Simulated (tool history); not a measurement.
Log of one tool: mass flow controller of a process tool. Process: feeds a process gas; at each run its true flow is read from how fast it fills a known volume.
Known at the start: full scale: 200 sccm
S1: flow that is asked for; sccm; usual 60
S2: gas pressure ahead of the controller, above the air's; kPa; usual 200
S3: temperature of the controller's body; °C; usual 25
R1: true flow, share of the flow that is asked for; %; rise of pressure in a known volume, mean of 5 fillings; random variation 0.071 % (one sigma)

run 1 hour=0 | S1=60 S2=200 S3=25 | R1=101.1
run 2 hour=199.3 | S1=60 S2=200 S3=33 | R1=101.84
run 3 hour=318.8 | S1=60 S2=200 S3=33 | R1=101.84
run 4 hour=536.9 | S1=60 S2=200 S3=25 | R1=101.28
run 5 hour=682.7 | S1=60 S2=200 S3=25 | R1=101.35
run 6 hour=786.5 | S1=60 S2=200 S3=25 | R1=101.53
run 7 hour=925 | S1=60 S2=200 S3=25 | R1=101.53
run 8 hour=1144.3 | S1=60 S2=200 S3=25 | R1=101.75
run 9 hour=1327.4 | S1=60 S2=200 S3=25 | R1=101.72
run 10 hour=1553.2 | S1=60 S2=200 S3=25 | R1=101.81
run 11 hour=1661.7 | S1=60 S2=200 S3=25 | R1=101.87
run 12 hour=1779.4 | S1=60 S2=200 S3=25 | R1=101.8
run 13 hour=1895.6 | S1=60 S2=176 S3=25 | R1=102.03
run 14 hour=2055.6 | S1=60 S2=200 S3=25 | R1=101.95
run 15 hour=2179.1 | S1=60 S2=200 S3=25 | R1=102.34
run 16 hour=2412.4 | S1=60 S2=200 S3=25 | R1=102.59
run 17 hour=2608.8 | S1=60 S2=200 S3=25 | R1=102.57
run 18 hour=2734.5 | S1=60 S2=200 S3=25 | R1=102.59
run 19 hour=2953.8 | S1=60 S2=200 S3=25 | R1=100.24
run 20 hour=3069.3 | S1=60 S2=200 S3=22 | R1=100.16
run 21 hour=3232.5 | S1=40 S2=258 S3=22 | R1=100.06
run 22 hour=3422.7 | S1=37 S2=200 S3=22 | R1=100.35
run 23 hour=3617.2 | S1=107 S2=200 S3=32 | R1=100.9
run 24 hour=3721.8 | S1=107 S2=200 S3=32 | R1=100.93
run 25 hour=3870.6 | S1=107 S2=200 S3=32 | R1=100.93
run 26 hour=4026.4 | S1=107 S2=200 S3=32 | R1=101.14
run 27 hour=4204.6 | S1=130 S2=254 S3=37 | R1=101.55
run 28 hour=4428.1 | S1=130 S2=240 S3=37 | R1=101.47
run 29 hour=4594.8 | S1=23 S2=202 S3=25 | R1=101.8
run 30 hour=4825.5 | S1=48 S2=143 S3=36 | R1=101.92
run 31 hour=4949.2 | S1=38 S2=148 S3=27 | R1=101.59
run 32 hour=5120.6 | S1=60 S2=234 S3=25 | R1=101.02
run 33 hour=5307.5 | S1=60 S2=234 S3=25 | R1=101.15
run 34 hour=5406.7 | S1=60 S2=234 S3=25 | R1=101.18
run 35 hour=5575.1 | S1=60 S2=148 S3=39 | R1=102.28
run 36 hour=5714.6 | S1=60 S2=226 S3=39 | R1=102.32
run 37 hour=5875 | S1=60 S2=226 S3=39 | R1=102.31
run 38 hour=5997.6 | S1=23 S2=226 S3=26 | R1=102.93

Not shown: 2 entries that the log had between the listed runs. Between which runs, and how does the tool's hidden state differ before and after?
Between runs 14 and 15: controller's zero set anew (hour 2071.7)
  flow at rest that the sensor doesn't see, % of full scale: 0.552 -> 0.677; true flow over the shown one, %: 0.45 -> 0.46
  measured less the result without the state, R1: +2.29 -> +2.71 %
Between runs 18 and 19: controller's zero set anew, once more (hour 2921.9)
  flow at rest that the sensor doesn't see, % of full scale: 0.727 -> 0.02; true flow over the shown one, %: 0.51 -> 0.52
  measured less the result without the state, R1: +2.93 -> +0.6 %

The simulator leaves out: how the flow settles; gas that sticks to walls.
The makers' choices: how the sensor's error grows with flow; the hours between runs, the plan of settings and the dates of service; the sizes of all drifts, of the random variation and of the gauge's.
